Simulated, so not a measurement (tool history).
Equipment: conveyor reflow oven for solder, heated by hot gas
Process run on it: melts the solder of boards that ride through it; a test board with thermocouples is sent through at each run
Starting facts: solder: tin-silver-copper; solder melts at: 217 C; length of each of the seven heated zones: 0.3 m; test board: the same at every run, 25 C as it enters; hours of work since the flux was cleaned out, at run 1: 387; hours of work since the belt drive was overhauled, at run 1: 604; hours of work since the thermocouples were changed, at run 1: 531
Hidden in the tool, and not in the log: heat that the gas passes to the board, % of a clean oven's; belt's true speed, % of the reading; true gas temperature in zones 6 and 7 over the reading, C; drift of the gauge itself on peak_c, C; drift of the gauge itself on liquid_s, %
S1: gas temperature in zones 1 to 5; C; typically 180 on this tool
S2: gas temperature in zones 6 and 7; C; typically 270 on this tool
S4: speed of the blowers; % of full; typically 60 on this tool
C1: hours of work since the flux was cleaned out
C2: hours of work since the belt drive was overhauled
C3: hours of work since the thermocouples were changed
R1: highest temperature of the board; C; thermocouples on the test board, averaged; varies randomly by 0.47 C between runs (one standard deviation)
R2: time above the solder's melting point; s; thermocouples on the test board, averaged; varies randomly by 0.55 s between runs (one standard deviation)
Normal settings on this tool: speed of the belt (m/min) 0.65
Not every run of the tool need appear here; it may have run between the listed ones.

Run 1, hour 0: usual settings; C1 387; C2 604; C3 531. Result: R1 243.4 C, R2 35.2 s.
Run 2, hour 68.9: usual settings; C1 420; C2 636; C3 563. Result: R1 242.5 C, R2 35.7 s.
Run 3, hour 167.2: usual settings; C1 466; C2 683; C3 609. Result: R1 241.5 C, R2 33.7 s.
At hour 224.7: flux residue cleaned out of gas plates and filters.
Run 4, hour 252.2: usual settings; C1 13; C2 721; C3 647. Result: R1 245.7 C, R2 38.2 s.
Run 5, hour 322.6: usual settings; C1 46; C2 754; C3 680. Result: R1 247 C, R2 38.7 s.
Run 6, hour 371.7: usual settings; C1 69; C2 777; C3 703. Result: R1 246.4 C, R2 37.6 s.
Run 7, hour 452: usual settings; C1 107; C2 815; C3 741. Result: R1 246.3 C, R2 37.9 s.
Run 8, hour 501.2: usual settings; C1 130; C2 838; C3 764. Result: R1 244.9 C, R2 38 s.
Run 9, hour 552.5: usual settings; C1 155; C2 862; C3 789. Result: R1 244.3 C, R2 37.3 s.
Run 10, hour 609.2: usual settings but S1 190 C; C1 181; C2 889; C3 815. Result: R1 247.7 C, R2 41.3 s.
Run 11, hour 695.3: usual settings but S1 190 C; C1 222; C2 929; C3 856. Result: R1 246.8 C, R2 42.3 s.
Run 12, hour 766.8: usual settings but S1 190 C; C1 256; C2 963; C3 890. Result: R1 246.7 C, R2 41.3 s.
Run 13, hour 821: usual settings; C1 281; C2 989; C3 915. Result: R1 242.7 C, R2 36.8 s.
Run 14, hour 916: usual settings; C1 326; C2 1033; C3 960. Result: R1 243.5 C, R2 36.7 s.
Run 15, hour 995.2: usual settings but S4 59 % of full; C1 363; C2 1071; C3 997. Result: R1 242.7 C, R2 35.7 s.
Run 16, hour 1078.6: usual settings but S1 191 C, S2 282 C, speed of the belt (m/min) 0.632, S4 77 % of full; C1 403; C2 1110; C3 1037. Result: R1 260.9 C, R2 51.8 s.
At hour 1128.2: belt drive overhauled, speed set with a stopwatch.
Run 17, hour 1168.5: usual settings but S1 178 C, S2 282 C, speed of the belt (m/min) 0.552, S4 77 % of full; C1 443; C2 19; C3 1077. Result: R1 262.6 C, R2 54.9 s.
Run 18, hour 1257: usual settings but S1 178 C, S2 282 C, speed of the belt (m/min) 0.552, S4 77 % of full; C1 485; C2 61; C3 1119. Result: R1 261.1 C, R2 53.9 s.
At hour 1273.4: flux residue cleaned out of gas plates and filters.
At hour 1310.3: thermocouples of zones 6 and 7 changed.
Run 19, hour 1322.6: usual settings but S1 175 C, S2 262 C, speed of the belt (m/min) 0.635; C1 22; C2 88; C3 6. Result: R1 240.4 C, R2 32.2 s.
Run 20, hour 1397: usual settings but S1 174 C, S2 272 C, S4 80 % of full; C1 57; C2 123; C3 41. Result: R1 252 C, R2 40.8 s.
Run 21, hour 1487.8: usual settings but S1 174 C, S2 272 C, S4 80 % of full; C1 100; C2 166; C3 84. Result: R1 252.3 C, R2 40.8 s.
Run 22, hour 1554.3: usual settings but S1 171 C, S2 272 C, speed of the belt (m/min) 0.54, S4 80 % of full; C1 131; C2 198; C3 115. Result: R1 257.8 C, R2 52.3 s.
Run 23, hour 1648.8: usual settings but S1 171 C, S2 272 C, speed of the belt (m/min) 0.54, S4 80 % of full; C1 176; C2 242; C3 160. Result: R1 256.3 C, R2 52 s.
Run 24, hour 1709.8: usual settings but S2 263 C, speed of the belt (m/min) 0.678; C1 205; C2 271; C3 188. Result: R1 237.9 C, R2 29.4 s.
Run 25, hour 1781.3: usual settings but S2 263 C, speed of the belt (m/min) 0.678; C1 238; C2 305; C3 222. Result: R1 237.5 C, R2 29.3 s.
Run 26, hour 1828.7: usual settings but S2 263 C, speed of the belt (m/min) 0.678; C1 261; C2 327; C3 244. Result: R1 238.5 C, R2 29.4 s.
Run 27, hour 1928.7: usual settings but S2 263 C, speed of the belt (m/min) 0.678; C1 308; C2 374; C3 292. Result: R1 237.3 C, R2 27.3 s.
Run 28, hour 1978.7: usual settings but S2 263 C, speed of the belt (m/min) 0.678; C1 332; C2 398; C3 315. Result: R1 236.4 C, R2 28.3 s.
Run 29, hour 2030.1: usual settings but S1 173 C, S4 55 % of full; C1 356; C2 422; C3 339. Result: R1 240 C, R2 29.8 s.
Run 30, hour 2101.9: usual settings but S2 265 C, S4 56 % of full; C1 390; C2 456; C3 373. Result: R1 238 C, R2 30.7 s.

Predict each of these 4 candidate next runs independently; none follows another, all start after run 30:
Run A, hour 2176: usual settings but S1 177 C; C1 425; C2 491; C3 408. Result: R1 ?, R2 ?.
Run B, hour 2176: usual settings but S2 283 C, speed of the belt (m/min) 0.603, S4 68 % of full; C1 425; C2 491; C3 408. Result: R1 ?, R2 ?.
Run C, hour 2176: usual settings but S1 176 C, S2 265 C, S4 54 % of full; C1 425; C2 491; C3 408. Result: R1 ?, R2 ?.
Run D, hour 2176: usual settings but S1 188 C, speed of the belt (m/min) 0.755; C1 425; C2 491; C3 408. Result: R1 ?, R2 ?.

run     R1    R2
  A  241.8  33.8
  B  258.3  48.9
  C  235.5  27.5
  D  238.3  27.4
Take away the tool's hidden state, keep each run's random variation, and the runs would have read:
run     R1    R2
  A  245.9  37.2
  B  262.6  50.8
  C  239.4  31.4
  D  242.8  31.1
